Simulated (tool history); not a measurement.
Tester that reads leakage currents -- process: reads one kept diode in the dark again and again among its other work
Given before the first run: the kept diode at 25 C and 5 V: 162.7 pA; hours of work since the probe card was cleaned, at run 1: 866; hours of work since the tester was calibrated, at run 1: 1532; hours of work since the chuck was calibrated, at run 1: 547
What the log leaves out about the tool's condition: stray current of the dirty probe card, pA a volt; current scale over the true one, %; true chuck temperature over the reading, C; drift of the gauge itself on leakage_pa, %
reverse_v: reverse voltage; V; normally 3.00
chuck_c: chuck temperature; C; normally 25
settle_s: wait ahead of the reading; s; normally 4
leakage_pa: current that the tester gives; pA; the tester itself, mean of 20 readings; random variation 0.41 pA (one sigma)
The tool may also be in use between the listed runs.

run,hour,reverse_v,chuck_c,settle_s,hours of work since the probe card was cleaned,hours of work since the tester was calibrated,hours of work since the chuck was calibrated,leakage_pa
1,0.0,3.00,25,4,866,1532,547,143.83
2,273.3,3.00,25,4,1044,1710,724,148.46
3,503.5,3.00,22,4,1193,1859,874,119.32
4,752.1,3.00,22,4,1355,2020,1035,121.57
5,896.8,3.00,22,4,1449,2114,1129,123.10
6,1070.2,3.00,22,4,1561,2227,1241,125.11
7,1282.1,2.25,25,4,1699,2364,1379,143.54
8,1417.2,2.25,25,4,1786,2452,1467,145.32
9,1562.0,3.00,49,4,1880,2546,1561,895.35
10,1784.7,5.54,49,4,2025,2690,1705,1130.82
# hour 1817.7: chuck's temperature calibrated
11,1950.1,5.54,49,4,2131,2796,86,977.28
# hour 2211.0: probe card cleaned and baked
12,2244.6,5.54,49,4,22,2986,275,994.44

Expected results for the next run?
# hour 2273.2: tester calibrated
13,2455.8,5.76,40,4,158,119,411,?

Run 13 produced leakage_pa 550.41 pA.
Had the tool carried no hidden state, the very same run would have given leakage_pa 522.20 pA.
